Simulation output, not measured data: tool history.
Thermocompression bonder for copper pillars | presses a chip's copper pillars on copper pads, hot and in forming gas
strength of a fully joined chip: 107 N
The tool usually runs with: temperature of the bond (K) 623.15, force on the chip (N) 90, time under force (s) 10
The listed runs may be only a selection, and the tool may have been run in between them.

| run | hour | temperature of the bond (K) | force on the chip (N) | time under force (s) | force that shears a chip off (N) |
|---|---|---|---|---|---|
| 1 | 0.0 | 623.15 | 90 | 10 | 63.2 |
| 2 | 11.9 | 623.15 | 90 | 10 | 63.5 |
| 3 | 25.6 | 623.15 | 90 | 19 | 83.3 |
| 4 | 41.2 | 623.15 | 90 | 19 | 81.8 |
| 5 | 56.9 | 623.15 | 90 | 19 | 82.5 |
| 6 | 67.2 | 623.15 | 122 | 19 | 92.9 |
| 7 | 83.5 | 623.15 | 122 | 19 | 91.1 |
| 8 | 98.7 | 623.15 | 122 | 19 | 92.3 |
| 9 | 110.3 | 623.15 | 122 | 10 | 79.9 |
| 10 | 125.5 | 623.15 | 90 | 10 | 69.0 |
| 11 | 134.3 | 623.15 | 90 | 10 | 67.7 |
| 12 | 146.8 | 623.15 | 90 | 10 | 68.9 |
| 13 | 156.5 | 623.15 | 90 | 10 | 68.5 |
| 14 | 168.6 | 596.15 | 90 | 10 | 54.0 |
| 15 | 180.0 | 596.15 | 90 | 10 | 52.8 |
| 16 | 194.1 | 596.15 | 90 | 10 | 53.9 |
| 17 | 210.6 | 596.15 | 90 | 10 | 54.4 |
| 18 | 222.2 | 596.15 | 90 | 10 | 52.4 |
| 19 | 236.9 | 596.15 | 90 | 10 | 53.8 |
| 20 | 248.9 | 596.15 | 90 | 10 | 54.0 |
| 21 | 264.8 | 622.15 | 116 | 11 | 76.4 |
| 22 | 272.8 | 623.15 | 111 | 11 | 75.0 |
| 23 | 282.5 | 650.15 | 61 | 10 | 63.6 |
| 24 | 290.9 | 596.15 | 79 | 19 | 58.7 |
| 25 | 305.9 | 596.15 | 79 | 19 | 60.6 |
| 26 | 322.7 | 596.15 | 79 | 19 | 59.2 |
| 27 | 330.1 | 627.15 | 90 | 8 | 62.6 |
| 28 | 341.5 | 627.15 | 90 | 8 | 63.3 |
| 29 | 348.3 | 627.15 | 90 | 8 | 63.5 |
| 30 | 360.7 | 627.15 | 90 | 8 | 63.2 |
| 31 | 370.4 | 627.15 | 68 | 6 | 48.0 |
| 32 | 386.4 | 593.15 | 103 | 10 | 53.9 |
| 33 | 396.5 | 616.15 | 74 | 17 | 64.4 |
| 34 | 405.3 | 644.15 | 129 | 6 | 77.2 |
| 35 | 416.9 | 644.15 | 129 | 6 | 75.5 |
| 36 | 424.0 | 623.15 | 81 | 10 | 61.1 |
| 37 | 435.3 | 646.15 | 90 | 12 | 75.5 |

Not shown: 1 entry that the log had between the listed runs. Between which runs, and how does the tool's hidden state differ before and after?
Run 2 -> run 3: forming gas filter changed (hour 14.2)
  true temperature of the bond over the reading, C: -4.8 -> -4.9; oxide that the forming gas leaves, % of the face: 12.27 -> 0.8
  measured result minus the result with no hidden state, force that shears a chip off (N): -11.3 -> -3.0
